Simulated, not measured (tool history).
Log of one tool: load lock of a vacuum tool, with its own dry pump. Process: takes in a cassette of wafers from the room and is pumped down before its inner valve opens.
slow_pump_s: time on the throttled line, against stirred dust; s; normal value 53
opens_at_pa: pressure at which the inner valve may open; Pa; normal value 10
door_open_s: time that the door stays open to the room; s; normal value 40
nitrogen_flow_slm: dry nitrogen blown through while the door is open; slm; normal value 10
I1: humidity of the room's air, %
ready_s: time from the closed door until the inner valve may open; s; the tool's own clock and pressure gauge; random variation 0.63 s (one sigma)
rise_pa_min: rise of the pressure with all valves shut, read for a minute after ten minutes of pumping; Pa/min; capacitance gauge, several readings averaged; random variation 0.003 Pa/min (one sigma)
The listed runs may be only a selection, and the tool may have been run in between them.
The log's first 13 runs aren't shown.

Run 14, hour 2397.8: usual settings but opens_at_pa 20 Pa; I1 46.2. Result: ready_s 88 s, rise_pa_min 0.027 Pa/min.
Run 15, hour 2622.3: usual settings but opens_at_pa 20 Pa; I1 43.9. Result: ready_s 88 s, rise_pa_min 0.027 Pa/min.
Run 16, hour 2776.5: usual settings but opens_at_pa 20 Pa; I1 46.4. Result: ready_s 88.4 s, rise_pa_min 0.031 Pa/min.
Run 17, hour 3007.8: usual settings but opens_at_pa 20 Pa; I1 44.8. Result: ready_s 88.1 s, rise_pa_min 0.025 Pa/min.
Run 18, hour 3167.5: usual settings but opens_at_pa 20 Pa; I1 44.8. Result: ready_s 88 s, rise_pa_min 0.033 Pa/min.
Run 19, hour 3405.7: usual settings but opens_at_pa 20 Pa, door_open_s 191 s; I1 43.6. Result: ready_s 89.2 s, rise_pa_min 0.064 Pa/min.
Run 20, hour 3533.3: usual settings but door_open_s 30 s; I1 43.5. Result: ready_s 90.7 s, rise_pa_min 0.032 Pa/min.
Run 21, hour 3767.1: usual settings but door_open_s 30 s; I1 46.1. Result: ready_s 91.8 s, rise_pa_min 0.031 Pa/min.
Run 22, hour 3922.1: usual settings but slow_pump_s 29 s, opens_at_pa 11 Pa; I1 44.5. Result: ready_s 73.1 s, rise_pa_min 0.034 Pa/min.
Run 23, hour 4078: usual settings but slow_pump_s 27 s, door_open_s 220 s; I1 45.9. Result: ready_s 72 s, rise_pa_min 0.075 Pa/min.
Run 24, hour 4261.2: usual settings but slow_pump_s 27 s, door_open_s 220 s; I1 46.1. Result: ready_s 70.9 s, rise_pa_min 0.071 Pa/min.
Run 25, hour 4459.3: usual settings but slow_pump_s 48 s, door_open_s 220 s, nitrogen_flow_slm 38 slm; I1 44.9. Result: ready_s 87.4 s, rise_pa_min 0.032 Pa/min.
Run 26, hour 4665.1: usual settings but opens_at_pa 15 Pa, nitrogen_flow_slm 26 slm; I1 46.3. Result: ready_s 89.8 s, rise_pa_min 0.021 Pa/min.
Run 27, hour 4880.6: usual settings but slow_pump_s 92 s, opens_at_pa 12 Pa, door_open_s 99 s, nitrogen_flow_slm 5 slm; I1 44.8. Result: ready_s 122.8 s, rise_pa_min 0.06 Pa/min.
Run 28, hour 5086.8: usual settings but opens_at_pa 17 Pa, door_open_s 28 s, nitrogen_flow_slm 27 slm; I1 44.6. Result: ready_s 89.2 s, rise_pa_min 0.019 Pa/min.
Run 29, hour 5315.7: usual settings but slow_pump_s 58 s, opens_at_pa 17 Pa, door_open_s 93 s, nitrogen_flow_slm 26 slm; I1 42.6. Result: ready_s 94.4 s, rise_pa_min 0.031 Pa/min.
Run 30, hour 5529: usual settings but opens_at_pa 12 Pa, door_open_s 50 s; I1 44. Result: ready_s 89.3 s, rise_pa_min 0.035 Pa/min.
Run 31, hour 5658.2: usual settings but slow_pump_s 50 s, nitrogen_flow_slm 7 slm; I1 48.1. Result: ready_s 89.3 s, rise_pa_min 0.039 Pa/min.
Run 32, hour 5763.8: usual settings but slow_pump_s 27 s, opens_at_pa 15 Pa, door_open_s 32 s, nitrogen_flow_slm 17 slm; I1 45.5. Result: ready_s 69 s, rise_pa_min 0.02 Pa/min.
Run 33, hour 5932.2: usual settings but slow_pump_s 56 s, opens_at_pa 12 Pa, door_open_s 35 s, nitrogen_flow_slm 11 slm; I1 42.3. Result: ready_s 93.8 s, rise_pa_min 0.028 Pa/min.
Run 34, hour 6051.7: usual settings but door_open_s 124 s; I1 46.9. Result: ready_s 91.8 s, rise_pa_min 0.06 Pa/min.
Run 35, hour 6227.2: usual settings but door_open_s 124 s; I1 43.9. Result: ready_s 91.2 s, rise_pa_min 0.051 Pa/min.
Run 36, hour 6371.9: usual settings but door_open_s 124 s; I1 43.7. Result: ready_s 92.1 s, rise_pa_min 0.051 Pa/min.
Run 37, hour 6492.1: usual settings but door_open_s 124 s; I1 43.3. Result: ready_s 92.3 s, rise_pa_min 0.05 Pa/min.

Each row is a separate what-if for the run after 37, all from the same tool condition, not one after another. Results?
Run A, hour 6725.7: usual settings but nitrogen_flow_slm 11 slm; I1 43.8. Result: ready_s ?, rise_pa_min ?.
Run B, hour 6725.7: usual settings but slow_pump_s 101 s; I1 47.7. Result: ready_s ?, rise_pa_min ?.
Run C, hour 6725.7: usual settings but slow_pump_s 75 s, opens_at_pa 9 Pa; I1 43.9. Result: ready_s ?, rise_pa_min ?.

run  ready_s  rise_pa_min
  A     90.6        0.028
  B    130.4        0.031
  C      109        0.031
Stripped of hidden state, with their random variation kept, the same runs would have yielded:
run  ready_s  rise_pa_min
  A     90.6        0.028
  B    130.4         0.03
  C    108.9        0.031

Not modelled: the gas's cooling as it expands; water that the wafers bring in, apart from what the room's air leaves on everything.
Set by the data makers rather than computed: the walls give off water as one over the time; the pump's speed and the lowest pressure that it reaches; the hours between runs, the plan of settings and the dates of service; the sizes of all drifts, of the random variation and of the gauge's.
